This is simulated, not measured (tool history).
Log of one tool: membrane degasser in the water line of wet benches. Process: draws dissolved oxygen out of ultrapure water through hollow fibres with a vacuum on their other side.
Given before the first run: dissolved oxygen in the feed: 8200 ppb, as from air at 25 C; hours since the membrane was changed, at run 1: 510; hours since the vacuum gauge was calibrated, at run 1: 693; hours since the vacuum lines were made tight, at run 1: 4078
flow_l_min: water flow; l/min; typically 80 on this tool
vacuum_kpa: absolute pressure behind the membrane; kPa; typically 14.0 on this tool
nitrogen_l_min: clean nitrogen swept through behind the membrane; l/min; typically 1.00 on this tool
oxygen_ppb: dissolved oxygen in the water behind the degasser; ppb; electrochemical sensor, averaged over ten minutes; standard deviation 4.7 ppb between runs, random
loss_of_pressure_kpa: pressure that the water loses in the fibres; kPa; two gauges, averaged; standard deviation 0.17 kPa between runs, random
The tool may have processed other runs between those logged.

| run | day | flow_l_min | vacuum_kpa | nitrogen_l_min | hours since the membrane was changed | hours since the vacuum gauge was calibrated | hours since the vacuum lines were made tight | oxygen_ppb | loss_of_pressure_kpa |
|---|---|---|---|---|---|---|---|---|---|
| 1 | 0.000 | 80 | 14.0 | 1.00 | 510 | 693 | 4078 | 1285.9 | 28.82 |
| 2 | 3.004 | 80 | 14.0 | 1.00 | 582 | 765 | 4150 | 1294.6 | 29.01 |
| 3 | 5.262 | 80 | 14.0 | 1.00 | 637 | 819 | 4204 | 1300.7 | 28.52 |
| 4 | 7.125 | 80 | 14.0 | 1.00 | 681 | 864 | 4249 | 1293.8 | 29.08 |
|  | 7.371 | vacuum gauge calibrated |
| 5 | 9.429 | 80 | 14.0 | 1.00 | 736 | 49 | 4303 | 1308.9 | 28.91 |
| 6 | 12.271 | 80 | 14.0 | 0.47 | 804 | 118 | 4372 | 1936.2 | 28.72 |
| 7 | 14.542 | 102 | 11.4 | 0.69 | 859 | 172 | 4426 | 1460.4 | 36.97 |
| 8 | 16.938 | 102 | 25.4 | 1.66 | 916 | 230 | 4484 | 2035.3 | 36.77 |
|  | 17.258 | vacuum gauge calibrated, once more |
| 9 | 19.462 | 102 | 25.4 | 1.66 | 976 | 53 | 4544 | 2038.0 | 36.88 |
| 10 | 21.329 | 102 | 25.4 | 1.66 | 1021 | 98 | 4589 | 2031.2 | 37.08 |

Branching from run 10: 3 alternative next runs. What would each branch give?
| A | 22.746 | 68 | 25.4 | 1.66 | 1055 | 132 | 4623 | ? | ? |
| B | 22.746 | 80 | 17.4 | 0.65 | 1055 | 132 | 4623 | ? | ? |
| C | 22.746 | 118 | 25.4 | 1.09 | 1055 | 132 | 4623 | ? | ? |

| run | oxygen_ppb | loss_of_pressure_kpa |
|---|---|---|
| A | 1543.3 | 24.75 |
| B | 2065.6 | 28.71 |
| C | 2776.0 | 42.65 |
What these runs would have given with no unlogged condition in the tool:
| run | oxygen_ppb | loss_of_pressure_kpa |
|---|---|---|
| A | 1539.5 | 24.61 |
| B | 2075.7 | 28.55 |
| C | 2780.7 | 42.41 |

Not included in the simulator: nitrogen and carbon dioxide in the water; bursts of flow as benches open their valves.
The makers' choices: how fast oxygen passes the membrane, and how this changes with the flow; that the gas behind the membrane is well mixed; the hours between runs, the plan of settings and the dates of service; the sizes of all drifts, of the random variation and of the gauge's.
